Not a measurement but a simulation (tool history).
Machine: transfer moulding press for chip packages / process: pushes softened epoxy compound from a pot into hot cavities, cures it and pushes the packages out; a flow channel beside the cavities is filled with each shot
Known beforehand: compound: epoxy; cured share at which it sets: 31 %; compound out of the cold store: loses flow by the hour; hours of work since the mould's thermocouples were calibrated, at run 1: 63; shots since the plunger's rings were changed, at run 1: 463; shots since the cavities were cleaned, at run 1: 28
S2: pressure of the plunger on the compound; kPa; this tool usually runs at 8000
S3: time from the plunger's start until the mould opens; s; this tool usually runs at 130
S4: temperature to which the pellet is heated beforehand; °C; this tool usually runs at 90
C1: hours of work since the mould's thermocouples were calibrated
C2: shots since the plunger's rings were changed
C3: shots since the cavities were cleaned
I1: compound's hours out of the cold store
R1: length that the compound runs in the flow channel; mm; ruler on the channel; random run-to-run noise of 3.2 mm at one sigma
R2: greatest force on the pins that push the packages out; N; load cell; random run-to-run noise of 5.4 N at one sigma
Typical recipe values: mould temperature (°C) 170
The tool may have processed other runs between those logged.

{"run": 1, "hour": 0.0, "mould temperature (°C)": 170, "S2": 8000, "S3": 130, "S4": 90, "C1": 63, "C2": 463, "C3": 28, "I1": 20.3, "R1": 753, "R2": 182}
{"run": 2, "hour": 9.5, "mould temperature (°C)": 170, "S2": 7650, "S3": 130, "S4": 90, "C1": 70, "C2": 556, "C3": 121, "I1": 42.0, "R1": 654, "R2": 211}
{"run": 3, "hour": 20.8, "mould temperature (°C)": 170, "S2": 7650, "S3": 130, "S4": 90, "C1": 78, "C2": 665, "C3": 230, "I1": 34.2, "R1": 692, "R2": 233}
{"run": 4, "hour": 34.2, "mould temperature (°C)": 170, "S2": 8000, "S3": 113, "S4": 90, "C1": 87, "C2": 795, "C3": 360, "I1": 12.4, "R1": 781, "R2": 346}
{"run": 5, "hour": 44.6, "mould temperature (°C)": 170, "S2": 8000, "S3": 118, "S4": 90, "C1": 95, "C2": 896, "C3": 461, "I1": 25.6, "R1": 722, "R2": 324}
{"run": 6, "hour": 53.9, "mould temperature (°C)": 170, "S2": 8000, "S3": 118, "S4": 90, "C1": 102, "C2": 986, "C3": 551, "I1": 23.6, "R1": 732, "R2": 349}
{"hour": 63.3, "done": "cavities cleaned with cleaning compound and waxed"}
{"run": 7, "hour": 68.4, "mould temperature (°C)": 170, "S2": 8000, "S3": 149, "S4": 90, "C1": 111, "C2": 1112, "C3": 49, "I1": 39.5, "R1": 673, "R2": 172}
{"run": 8, "hour": 76.7, "mould temperature (°C)": 170, "S2": 8000, "S3": 128, "S4": 90, "C1": 117, "C2": 1193, "C3": 130, "I1": 14.8, "R1": 760, "R2": 225}
{"run": 9, "hour": 88.8, "mould temperature (°C)": 170, "S2": 8000, "S3": 128, "S4": 90, "C1": 126, "C2": 1310, "C3": 247, "I1": 38.6, "R1": 674, "R2": 251}
{"run": 10, "hour": 101.1, "mould temperature (°C)": 170, "S2": 8000, "S3": 128, "S4": 94, "C1": 135, "C2": 1429, "C3": 366, "I1": 28.0, "R1": 708, "R2": 310}
{"run": 11, "hour": 108.0, "mould temperature (°C)": 170, "S2": 8000, "S3": 128, "S4": 94, "C1": 140, "C2": 1496, "C3": 433, "I1": 35.1, "R1": 681, "R2": 304}
{"run": 12, "hour": 117.9, "mould temperature (°C)": 178, "S2": 8000, "S3": 130, "S4": 90, "C1": 147, "C2": 1592, "C3": 529, "I1": 16.6, "R1": 733, "R2": 281}
{"run": 13, "hour": 124.6, "mould temperature (°C)": 178, "S2": 8000, "S3": 123, "S4": 90, "C1": 151, "C2": 1657, "C3": 594, "I1": 42.5, "R1": 636, "R2": 281}
{"hour": 130.2, "done": "cavities cleaned with cleaning compound and waxed"}
{"run": 14, "hour": 132.9, "mould temperature (°C)": 178, "S2": 8000, "S3": 123, "S4": 90, "C1": 156, "C2": 1723, "C3": 26, "I1": 20.6, "R1": 718, "R2": 172}
{"run": 15, "hour": 142.2, "mould temperature (°C)": 178, "S2": 8000, "S3": 123, "S4": 90, "C1": 163, "C2": 1814, "C3": 117, "I1": 8.6, "R1": 756, "R2": 192}
{"run": 16, "hour": 150.3, "mould temperature (°C)": 170, "S2": 7190, "S3": 131, "S4": 90, "C1": 169, "C2": 1892, "C3": 195, "I1": 22.1, "R1": 689, "R2": 253}
{"run": 17, "hour": 160.0, "mould temperature (°C)": 174, "S2": 9120, "S3": 161, "S4": 89, "C1": 176, "C2": 1986, "C3": 289, "I1": 27.5, "R1": 741, "R2": 237}
{"run": 18, "hour": 168.2, "mould temperature (°C)": 170, "S2": 8000, "S3": 143, "S4": 90, "C1": 182, "C2": 2065, "C3": 368, "I1": 31.7, "R1": 693, "R2": 272}
{"run": 19, "hour": 179.7, "mould temperature (°C)": 170, "S2": 8840, "S3": 143, "S4": 90, "C1": 190, "C2": 2177, "C3": 480, "I1": 32.9, "R1": 723, "R2": 282}
{"run": 20, "hour": 190.7, "mould temperature (°C)": 170, "S2": 6760, "S3": 130, "S4": 90, "C1": 198, "C2": 2284, "C3": 587, "I1": 47.2, "R1": 584, "R2": 325}
{"hour": 196.6, "done": "cavities cleaned with cleaning compound and waxed"}
{"run": 21, "hour": 203.5, "mould temperature (°C)": 178, "S2": 8000, "S3": 160, "S4": 90, "C1": 206, "C2": 2393, "C3": 67, "I1": 31.5, "R1": 670, "R2": 178}
{"run": 22, "hour": 215.0, "mould temperature (°C)": 170, "S2": 8000, "S3": 127, "S4": 90, "C1": 214, "C2": 2505, "C3": 179, "I1": 39.9, "R1": 663, "R2": 230}
{"run": 23, "hour": 225.4, "mould temperature (°C)": 172, "S2": 9820, "S3": 130, "S4": 96, "C1": 222, "C2": 2606, "C3": 280, "I1": 14.4, "R1": 825, "R2": 262}
{"run": 24, "hour": 237.7, "mould temperature (°C)": 170, "S2": 8000, "S3": 112, "S4": 97, "C1": 231, "C2": 2725, "C3": 399, "I1": 19.5, "R1": 729, "R2": 356}
{"run": 25, "hour": 248.4, "mould temperature (°C)": 170, "S2": 7340, "S3": 112, "S4": 97, "C1": 238, "C2": 2829, "C3": 503, "I1": 16.4, "R1": 712, "R2": 373}
{"run": 26, "hour": 255.7, "mould temperature (°C)": 170, "S2": 7340, "S3": 112, "S4": 97, "C1": 244, "C2": 2900, "C3": 574, "I1": 23.7, "R1": 684, "R2": 382}
{"hour": 263.2, "done": "cavities cleaned with cleaning compound and waxed"}
{"run": 27, "hour": 271.9, "mould temperature (°C)": 174, "S2": 7940, "S3": 131, "S4": 83, "C1": 254, "C2": 3042, "C3": 85, "I1": 27.2, "R1": 685, "R2": 181}
{"run": 28, "hour": 286.6, "mould temperature (°C)": 174, "S2": 9140, "S3": 132, "S4": 81, "C1": 265, "C2": 3185, "C3": 228, "I1": 35.5, "R1": 702, "R2": 231}
{"run": 29, "hour": 299.7, "mould temperature (°C)": 174, "S2": 9140, "S3": 132, "S4": 81, "C1": 274, "C2": 3312, "C3": 355, "I1": 34.2, "R1": 706, "R2": 261}

Take each entry between the runs: how does the hidden state at the last listed run before it differ from the hidden state at the first listed run after it?
In the gap between runs 6 and 7: cavities cleaned with cleaning compound and waxed (hour 63.3)
  true mould temperature over the reading, C: 0 -> -0.02; pressure that reaches the compound, % of what is set: 97.16 -> 96.81; grip of the stained cavities, % over clean ones': 82 -> 10.8
  what was measured, less what the result would be without the hidden state, R1: -10 -> -11 mm; R2: +156 -> +16 N
In the gap between runs 13 and 14: cavities cleaned with cleaning compound and waxed (hour 130.2)
  true mould temperature over the reading, C: -0.11 -> -0.12; pressure that reaches the compound, % of what is set: 95.3 -> 95.1; grip of the stained cavities, % over clean ones': 85.4 -> 6.3
  what was measured, less what the result would be without the hidden state, R1: -16 -> -17 mm; R2: +132 -> +10 N
In the gap between runs 20 and 21: cavities cleaned with cleaning compound and waxed (hour 196.6)
  true mould temperature over the reading, C: -0.21 -> -0.23; pressure that reaches the compound, % of what is set: 93.61 -> 93.31; grip of the stained cavities, % over clean ones': 84.9 -> 15.1
  what was measured, less what the result would be without the hidden state, R1: -19 -> -23 mm; R2: +149 -> +23 N
In the gap between runs 26 and 27: cavities cleaned with cleaning compound and waxed (hour 263.2)
  true mould temperature over the reading, C: -0.31 -> -0.33; pressure that reaches the compound, % of what is set: 91.88 -> 91.49; grip of the stained cavities, % over clean ones': 82.9 -> 20.6
  what was measured, less what the result would be without the hidden state, R1: -28 -> -30 mm; R2: +179 -> +33 N
